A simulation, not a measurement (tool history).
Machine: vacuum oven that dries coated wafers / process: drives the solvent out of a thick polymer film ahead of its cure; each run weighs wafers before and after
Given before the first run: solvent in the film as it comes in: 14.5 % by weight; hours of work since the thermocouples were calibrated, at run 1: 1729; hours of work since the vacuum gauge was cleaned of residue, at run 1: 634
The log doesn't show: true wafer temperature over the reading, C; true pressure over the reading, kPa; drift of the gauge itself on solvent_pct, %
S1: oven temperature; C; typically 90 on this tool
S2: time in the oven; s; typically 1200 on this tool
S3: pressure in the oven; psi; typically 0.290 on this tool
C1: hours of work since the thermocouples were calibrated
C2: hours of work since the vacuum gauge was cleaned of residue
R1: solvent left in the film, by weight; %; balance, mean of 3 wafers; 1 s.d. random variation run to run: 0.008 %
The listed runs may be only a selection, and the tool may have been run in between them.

run 1 day=0.000 | S1=90 S2=1200 S3=0.290 | C1=1729 C2=634 | R1=4.094
run 2 day=0.625 | S1=90 S2=1200 S3=0.290 | C1=1737 C2=642 | R1=4.080
run 3 day=1.625 | S1=90 S2=1200 S3=0.290 | C1=1750 C2=655 | R1=4.085
run 4 day=2.896 | S1=90 S2=1200 S3=0.290 | C1=1766 C2=671 | R1=4.086
-- day=3.354 oven's thermocouples calibrated
run 5 day=3.817 | S1=90 S2=1200 S3=0.290 | C1=6 C2=682 | R1=4.366
run 6 day=4.800 | S1=90 S2=1200 S3=0.290 | C1=19 C2=694 | R1=4.370
run 7 day=5.546 | S1=90 S2=1200 S3=0.173 | C1=28 C2=704 | R1=3.780
run 8 day=6.654 | S1=90 S2=1200 S3=0.173 | C1=42 C2=718 | R1=3.782
run 9 day=7.608 | S1=90 S2=1200 S3=0.173 | C1=55 C2=731 | R1=3.780
run 10 day=8.742 | S1=90 S2=1200 S3=0.173 | C1=69 C2=745 | R1=3.776
run 11 day=9.738 | S1=90 S2=1200 S3=1.133 | C1=82 C2=758 | R1=8.596
run 12 day=10.404 | S1=90 S2=900 S3=1.133 | C1=91 C2=767 | R1=9.182
run 13 day=11.400 | S1=77 S2=780 S3=0.477 | C1=104 C2=779 | R1=9.816
run 14 day=12.371 | S1=92 S2=840 S3=0.920 | C1=116 C2=792 | R1=7.858
run 15 day=13.096 | S1=98 S2=1020 S3=0.920 | C1=125 C2=801 | R1=5.728
run 16 day=13.883 | S1=103 S2=660 S3=0.470 | C1=136 C2=811 | R1=4.316
run 17 day=14.908 | S1=103 S2=660 S3=0.470 | C1=149 C2=825 | R1=4.302
run 18 day=16.083 | S1=80 S2=2040 S3=0.470 | C1=164 C2=840 | R1=6.309
run 19 day=17.283 | S1=80 S2=2040 S3=0.470 | C1=179 C2=855 | R1=6.303
run 20 day=18.712 | S1=87 S2=2160 S3=0.557 | C1=198 C2=874 | R1=4.918
run 21 day=19.596 | S1=99 S2=720 S3=0.402 | C1=209 C2=885 | R1=4.633

Predict the results of run 22:
run 22 day=20.617 | S1=99 S2=1320 S3=0.402 | C1=222 C2=898 | R1=?

R1: 2.802 %
With the hidden condition absent and the run-to-run variation left alone, this run would have shown R1 2.805 %.
